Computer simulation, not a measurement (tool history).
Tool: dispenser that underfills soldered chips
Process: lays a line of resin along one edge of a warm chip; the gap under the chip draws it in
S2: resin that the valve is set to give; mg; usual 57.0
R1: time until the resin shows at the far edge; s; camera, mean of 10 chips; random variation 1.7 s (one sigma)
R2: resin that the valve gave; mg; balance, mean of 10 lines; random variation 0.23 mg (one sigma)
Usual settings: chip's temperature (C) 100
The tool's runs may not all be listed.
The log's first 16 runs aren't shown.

{"hour": 100.0, "done": "new syringe of resin"}
{"run": 17, "hour": 101.0, "chip's temperature (C)": 100, "S2": 55.3, "R1": 195.4, "R2": 51.54}
{"run": 18, "hour": 109.5, "chip's temperature (C)": 100, "S2": 55.3, "R1": 238.5, "R2": 51.1}
{"hour": 113.9, "done": "new syringe of resin"}
{"run": 19, "hour": 115.5, "chip's temperature (C)": 100, "S2": 55.3, "R1": 198.0, "R2": 50.89}
{"run": 20, "hour": 123.3, "chip's temperature (C)": 97, "S2": 60.2, "R1": 260.6, "R2": 54.98}
{"hour": 127.9, "done": "new syringe of resin"}
{"run": 21, "hour": 128.9, "chip's temperature (C)": 106, "S2": 52.9, "R1": 160.7, "R2": 47.99}
{"run": 22, "hour": 134.3, "chip's temperature (C)": 86, "S2": 73.4, "R1": 355.8, "R2": 66.42}
{"run": 23, "hour": 139.6, "chip's temperature (C)": 86, "S2": 73.4, "R1": 401.1, "R2": 66.48}
{"hour": 142.0, "done": "new syringe of resin"}
{"hour": 146.2, "done": "dispensing valve cleaned and set on the balance"}
{"run": 24, "hour": 148.8, "chip's temperature (C)": 98, "S2": 64.4, "R1": 235.4, "R2": 64.37}
{"run": 25, "hour": 153.5, "chip's temperature (C)": 98, "S2": 64.4, "R1": 259.6, "R2": 63.83}
{"hour": 157.3, "done": "new syringe of resin"}
{"run": 26, "hour": 161.4, "chip's temperature (C)": 109, "S2": 53.3, "R1": 153.5, "R2": 52.72}
{"run": 27, "hour": 166.5, "chip's temperature (C)": 91, "S2": 57.0, "R1": 327.3, "R2": 55.73}
{"hour": 171.4, "done": "new syringe of resin"}
{"run": 28, "hour": 171.5, "chip's temperature (C)": 112, "S2": 48.8, "R1": 129.9, "R2": 47.91}
{"run": 29, "hour": 175.9, "chip's temperature (C)": 112, "S2": 48.8, "R1": 145.5, "R2": 47.82}
{"hour": 185.4, "done": "new syringe of resin"}
{"run": 30, "hour": 185.4, "chip's temperature (C)": 112, "S2": 48.8, "R1": 131.4, "R2": 47.53}
{"run": 31, "hour": 193.3, "chip's temperature (C)": 88, "S2": 56.0, "R1": 351.0, "R2": 53.71}
{"run": 32, "hour": 197.2, "chip's temperature (C)": 97, "S2": 56.0, "R1": 281.7, "R2": 53.72}
{"hour": 199.4, "done": "new syringe of resin"}
{"run": 33, "hour": 205.3, "chip's temperature (C)": 97, "S2": 56.0, "R1": 248.5, "R2": 53.45}
{"hour": 213.3, "done": "new syringe of resin"}
{"run": 34, "hour": 214.2, "chip's temperature (C)": 94, "S2": 56.4, "R1": 237.2, "R2": 53.26}
{"run": 35, "hour": 223.0, "chip's temperature (C)": 88, "S2": 72.6, "R1": 363.4, "R2": 67.67}
{"hour": 227.1, "done": "new syringe of resin"}
{"run": 36, "hour": 229.8, "chip's temperature (C)": 96, "S2": 49.4, "R1": 246.3, "R2": 46.0}
{"run": 37, "hour": 233.7, "chip's temperature (C)": 96, "S2": 49.4, "R1": 275.7, "R2": 46.03}

3 ways to go on from here, each from the tool as it stands after run 37. What would each give?
{"run": "A", "hour": 239.2, "chip's temperature (C)": 111, "S2": 51.5, "R1": "?", "R2": "?"}
{"run": "B", "hour": 239.2, "chip's temperature (C)": 93, "S2": 66.1, "R1": "?", "R2": "?"}
{"run": "C", "hour": 239.2, "chip's temperature (C)": 100, "S2": 57.2, "R1": "?", "R2": "?"}

run=A R1=187.3 R2=48.04
run=B R1=327.3 R2=60.92
run=C R1=263.4 R2=52.91
Without the tool's hidden state the same runs would have given:
run=A R1=123.0 R2=51.82
run=B R1=215.3 R2=65.72
run=C R1=173.0 R2=57.09
